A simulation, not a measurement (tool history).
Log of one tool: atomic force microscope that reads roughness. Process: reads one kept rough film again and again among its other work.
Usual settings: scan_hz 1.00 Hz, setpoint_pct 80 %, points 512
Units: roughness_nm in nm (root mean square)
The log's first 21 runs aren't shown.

| run | hour | scan_hz | setpoint_pct | points | roughness_nm |
|---|---|---|---|---|---|
| 22 | 221.8 | 1.00 | 80 | 512 | 1.049 |
| 23 | 227.5 | 1.00 | 80 | 512 | 1.048 |
|  | 234.4 | new tip fitted |
| 24 | 236.6 | 1.00 | 80 | 512 | 1.097 |
| 25 | 248.3 | 1.26 | 55 | 555 | 1.148 |
| 26 | 260.5 | 3.82 | 57 | 282 | 1.052 |
|  | 269.2 | height scale calibrated on a step standard, once more |
| 27 | 273.4 | 3.82 | 76 | 403 | 0.886 |
|  | 282.3 | new tip fitted |
| 28 | 286.3 | 3.82 | 76 | 403 | 0.921 |
| 29 | 293.3 | 1.00 | 81 | 512 | 1.088 |
| 30 | 302.4 | 1.00 | 81 | 512 | 1.073 |
| 31 | 312.4 | 0.80 | 76 | 335 | 1.093 |
| 32 | 319.9 | 0.57 | 80 | 512 | 1.092 |
|  | 328.9 | new tip fitted |
| 33 | 328.9 | 1.00 | 61 | 512 | 1.181 |
| 34 | 335.5 | 1.00 | 61 | 512 | 1.177 |
| 35 | 347.4 | 1.00 | 77 | 536 | 1.101 |
| 36 | 356.7 | 1.00 | 84 | 512 | 1.058 |
| 37 | 362.9 | 0.67 | 83 | 888 | 1.087 |
| 38 | 369.3 | 3.05 | 60 | 527 | 1.052 |
|  | 375.9 | new tip fitted |
| 39 | 376.1 | 3.05 | 60 | 527 | 1.113 |
| 40 | 386.0 | 1.00 | 80 | 512 | 1.087 |
| 41 | 397.5 | 0.81 | 80 | 622 | 1.097 |
| 42 | 410.8 | 0.81 | 80 | 622 | 1.084 |
| 43 | 420.4 | 2.98 | 80 | 708 | 0.891 |
|  | 423.1 | new tip fitted |
| 44 | 435.0 | 2.98 | 80 | 708 | 0.915 |

The next listed run, before its measurement:
| 45 | 445.0 | 1.00 | 80 | 375 | ? |

roughness_nm: 1.071 nm (root mean square)
Without the tool's hidden state the same run would have given roughness_nm 1.103 nm (root mean square).

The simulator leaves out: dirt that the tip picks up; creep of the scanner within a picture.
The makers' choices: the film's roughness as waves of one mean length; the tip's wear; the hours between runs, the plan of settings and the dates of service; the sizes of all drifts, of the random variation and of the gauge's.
